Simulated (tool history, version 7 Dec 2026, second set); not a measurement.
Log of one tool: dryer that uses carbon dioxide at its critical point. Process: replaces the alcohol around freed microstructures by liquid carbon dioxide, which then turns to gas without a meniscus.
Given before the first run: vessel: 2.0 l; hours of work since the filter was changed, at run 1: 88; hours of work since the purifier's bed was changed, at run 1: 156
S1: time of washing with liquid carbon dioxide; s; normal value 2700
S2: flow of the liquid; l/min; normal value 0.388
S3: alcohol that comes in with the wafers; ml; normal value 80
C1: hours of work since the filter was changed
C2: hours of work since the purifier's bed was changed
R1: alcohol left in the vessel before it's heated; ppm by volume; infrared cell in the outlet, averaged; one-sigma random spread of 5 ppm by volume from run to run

run 1 hour=0.0 | S1=2700 S2=0.388 S3=80 | C1=88 C2=156 | R1=105
run 2 hour=25.2 | S1=2700 S2=0.388 S3=80 | C1=98 C2=166 | R1=108
run 3 hour=58.9 | S1=2700 S2=0.388 S3=80 | C1=112 C2=180 | R1=107
run 4 hour=93.1 | S1=2700 S2=0.388 S3=80 | C1=126 C2=195 | R1=111
run 5 hour=120.4 | S1=2700 S2=0.388 S3=80 | C1=138 C2=206 | R1=118
run 6 hour=149.3 | S1=2700 S2=0.388 S3=80 | C1=150 C2=218 | R1=139
run 7 hour=188.8 | S1=2700 S2=0.388 S3=80 | C1=166 C2=234 | R1=154
run 8 hour=227.4 | S1=2700 S2=0.388 S3=21 | C1=182 C2=250 | R1=121
run 9 hour=260.8 | S1=2700 S2=0.388 S3=21 | C1=196 C2=264 | R1=121
run 10 hour=282.5 | S1=2700 S2=0.388 S3=80 | C1=205 C2=273 | R1=170
run 11 hour=316.7 | S1=2700 S2=0.388 S3=80 | C1=219 C2=288 | R1=175
run 12 hour=355.8 | S1=2700 S2=0.355 S3=80 | C1=236 C2=304 | R1=227
run 13 hour=376.4 | S1=2700 S2=0.388 S3=80 | C1=244 C2=312 | R1=185
run 14 hour=408.7 | S1=2700 S2=0.388 S3=70 | C1=258 C2=326 | R1=193
run 15 hour=434.4 | S1=2700 S2=0.388 S3=70 | C1=268 C2=337 | R1=201
run 16 hour=465.2 | S1=2700 S2=0.388 S3=70 | C1=281 C2=349 | R1=215
run 17 hour=492.6 | S1=2700 S2=0.388 S3=70 | C1=292 C2=361 | R1=210
run 18 hour=523.1 | S1=2700 S2=0.388 S3=70 | C1=305 C2=373 | R1=218
run 19 hour=545.7 | S1=2700 S2=0.388 S3=70 | C1=315 C2=383 | R1=223
run 20 hour=579.9 | S1=2700 S2=0.388 S3=80 | C1=329 C2=397 | R1=243
run 21 hour=600.4 | S1=2700 S2=0.388 S3=80 | C1=337 C2=406 | R1=244
run 22 hour=619.5 | S1=2700 S2=0.388 S3=80 | C1=345 C2=414 | R1=248
run 23 hour=650.0 | S1=2400 S2=0.375 S3=80 | C1=358 C2=426 | R1=367
-- hour=681.3 inlet filter changed
run 24 hour=682.2 | S1=2700 S2=0.388 S3=30 | C1=0 C2=439 | R1=203
run 25 hour=707.6 | S1=2700 S2=0.388 S3=30 | C1=11 C2=450 | R1=204
run 26 hour=742.7 | S1=2700 S2=0.388 S3=30 | C1=26 C2=464 | R1=212
run 27 hour=781.8 | S1=2700 S2=0.388 S3=30 | C1=42 C2=481 | R1=217
run 28 hour=809.8 | S1=2160 S2=0.440 S3=20 | C1=53 C2=492 | R1=227
run 29 hour=843.9 | S1=2220 S2=0.267 S3=80 | C1=68 C2=506 | R1=868
run 30 hour=867.6 | S1=2040 S2=0.396 S3=80 | C1=77 C2=516 | R1=377
-- hour=888.7 purifier's bed changed
run 31 hour=895.1 | S1=1920 S2=0.254 S3=40 | C1=88 C2=3 | R1=689
run 32 hour=934.8 | S1=1920 S2=0.254 S3=40 | C1=104 C2=19 | R1=716
run 33 hour=963.8 | S1=1920 S2=0.254 S3=40 | C1=116 C2=31 | R1=715
run 34 hour=989.6 | S1=1920 S2=0.455 S3=95 | C1=127 C2=42 | R1=169
run 35 hour=1013.4 | S1=3600 S2=0.546 S3=100 | C1=137 C2=52 | R1=24
run 36 hour=1054.6 | S1=3600 S2=0.546 S3=100 | C1=154 C2=69 | R1=36
run 37 hour=1092.9 | S1=2400 S2=0.364 S3=20 | C1=170 C2=85 | R1=77
run 38 hour=1124.5 | S1=1680 S2=0.388 S3=80 | C1=183 C2=98 | R1=639
run 39 hour=1142.2 | S1=3480 S2=0.388 S3=34 | C1=190 C2=105 | R1=55
run 40 hour=1179.7 | S1=3600 S2=0.293 S3=35 | C1=206 C2=121 | R1=79
run 41 hour=1218.8 | S1=2280 S2=0.465 S3=35 | C1=222 C2=137 | R1=82
run 42 hour=1239.5 | S1=2280 S2=0.465 S3=35 | C1=231 C2=146 | R1=90
run 43 hour=1262.5 | S1=2280 S2=0.465 S3=35 | C1=240 C2=155 | R1=89

Predict each of these 5 candidate next runs independently; none follows another, all start after run 43:
run A hour=1300.3 | S1=1680 S2=0.576 S3=96 | C1=256 C2=171 | R1=?
run B hour=1300.3 | S1=2400 S2=0.629 S3=46 | C1=256 C2=171 | R1=?
run C hour=1300.3 | S1=1740 S2=0.388 S3=80 | C1=256 C2=171 | R1=?
run D hour=1300.3 | S1=2700 S2=0.370 S3=58 | C1=256 C2=171 | R1=?
run E hour=1300.3 | S1=2280 S2=0.465 S3=41 | C1=256 C2=171 | R1=?

run=A R1=200
run=B R1=75
run=C R1=644
run=D R1=122
run=E R1=107
Without the tool's hidden state the same runs would have given:
run=A R1=59
run=B R1=2
run=C R1=311
run=D R1=20
run=E R1=20

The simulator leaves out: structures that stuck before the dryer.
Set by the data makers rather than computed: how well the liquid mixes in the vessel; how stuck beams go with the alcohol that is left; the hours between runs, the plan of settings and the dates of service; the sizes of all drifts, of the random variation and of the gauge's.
